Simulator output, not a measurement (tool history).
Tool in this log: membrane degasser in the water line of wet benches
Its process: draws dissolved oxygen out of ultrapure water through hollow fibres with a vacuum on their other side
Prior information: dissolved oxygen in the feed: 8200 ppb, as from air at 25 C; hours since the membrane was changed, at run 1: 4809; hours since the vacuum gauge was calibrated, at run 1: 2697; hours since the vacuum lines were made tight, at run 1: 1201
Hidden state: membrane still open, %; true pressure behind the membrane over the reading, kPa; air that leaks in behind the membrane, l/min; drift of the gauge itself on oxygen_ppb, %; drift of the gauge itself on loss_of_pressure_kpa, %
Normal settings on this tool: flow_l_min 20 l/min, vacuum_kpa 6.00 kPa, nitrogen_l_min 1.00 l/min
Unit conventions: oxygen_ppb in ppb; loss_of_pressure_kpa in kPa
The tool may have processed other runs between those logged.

run	hour	flow_l_min	vacuum_kpa	nitrogen_l_min	hours since the membrane was changed	hours since the vacuum gauge was calibrated	hours since the vacuum lines were made tight	oxygen_ppb	loss_of_pressure_kpa
1	0.0	20	6.00	1.00	4809	2697	1201	382.0	68.34
2	174.5	23	6.00	1.00	4984	2871	1375	509.8	78.35
3	279.2	23	6.00	1.00	5089	2976	1480	505.7	78.41
4	457.4	20	6.00	1.00	5267	3154	1658	383.7	68.23
5	640.3	20	6.00	1.00	5450	3337	1841	382.8	68.09
6	770.8	20	6.00	1.00	5580	3467	1972	396.0	68.42
7	958.5	20	6.00	1.00	5768	3655	2159	389.3	68.63
8	1064.1	20	6.00	1.00	5873	3761	2265	391.4	69.11
9	1185.2	20	6.00	1.00	5995	3882	2386	391.6	68.82
10	1301.8	20	6.00	1.00	6111	3998	2503	397.8	68.80
11	1414.2	15	6.00	1.00	6224	4111	2615	218.9	51.41
12	1511.4	20	14.95	1.00	6321	4208	2712	750.4	68.73
13	1665.3	20	14.95	1.00	6475	4362	2866	757.2	68.87
14	1825.2	20	14.95	1.00	6635	4522	3026	748.3	68.50
15	1928.5	20	14.95	1.00	6738	4625	3129	750.0	68.51
16	2030.1	20	14.95	1.00	6839	4727	3231	754.2	68.48
17	2150.6	20	14.95	1.00	6960	4847	3351	741.8	68.85
18	2257.9	20	14.95	1.00	7067	4955	3459	756.8	69.13
19	2393.3	27	6.00	0.45	7203	5090	3594	822.6	93.26
20	2489.0	27	6.00	0.45	7298	5186	3690	832.6	93.63
21	2579.7	20	4.05	0.55	7389	5276	3781	353.6	68.97
22	2745.4	28	10.95	2.88	7555	5442	3946	747.7	95.98
23	2881.3	20	8.00	0.99	7691	5578	4082	487.2	69.59
24	3024.4	20	8.00	0.99	7834	5721	4225	493.5	68.83
25	3212.4	24	5.86	1.06	8022	5909	4413	558.9	83.18
26	3356.1	24	5.86	1.06	8165	6053	4557	565.3	83.30
27	3510.7	15	5.53	0.49	8320	6207	4712	287.0	52.06
28	3657.5	15	5.53	0.49	8467	6354	4858	284.5	52.06
29	3775.0	14	7.03	2.58	8584	6472	4976	152.2	48.47
30	3884.7	32	8.08	0.50	8694	6581	5086	1221.0	111.78
31	4027.4	32	11.59	0.50	8837	6724	5228	1548.3	111.94
32	4198.3	32	11.59	0.50	9008	6895	5399	1533.7	111.08
33	4327.2	32	11.59	0.50	9137	7024	5528	1540.6	111.58

Some steps in oxygen_ppb, run to run, broken into two amounts with sign: the step expected even without the hidden condition (settings, incoming material, random variation), and the rest, left for the hidden condition together with whatever gauge scatter is not in both the measured and the hidden-condition-free result:
Run 11 -> 12: flow_l_min 15 -> 20, vacuum_kpa 6.00 -> 14.95. oxygen_ppb +531.5 ppb: hidden state +12.9, all else +518.6.
Run 18 -> 19: flow_l_min 20 -> 27, vacuum_kpa 14.95 -> 6.00, nitrogen_l_min 1.00 -> 0.45. oxygen_ppb +65.8 ppb: hidden state +29.3, all else +36.5.
Run 20 -> 21: flow_l_min 27 -> 20, vacuum_kpa 6.00 -> 4.05, nitrogen_l_min 0.45 -> 0.55. oxygen_ppb -479.0 ppb: hidden state -21.0, all else -458.0.
Run 26 -> 27: flow_l_min 24 -> 15, vacuum_kpa 5.86 -> 5.53, nitrogen_l_min 1.06 -> 0.49. oxygen_ppb -278.3 ppb: hidden state -24.5, all else -253.8.
Run 29 -> 30: flow_l_min 14 -> 32, vacuum_kpa 7.03 -> 8.08, nitrogen_l_min 2.58 -> 0.50. oxygen_ppb +1068.8 ppb: hidden state +71.2, all else +997.6.

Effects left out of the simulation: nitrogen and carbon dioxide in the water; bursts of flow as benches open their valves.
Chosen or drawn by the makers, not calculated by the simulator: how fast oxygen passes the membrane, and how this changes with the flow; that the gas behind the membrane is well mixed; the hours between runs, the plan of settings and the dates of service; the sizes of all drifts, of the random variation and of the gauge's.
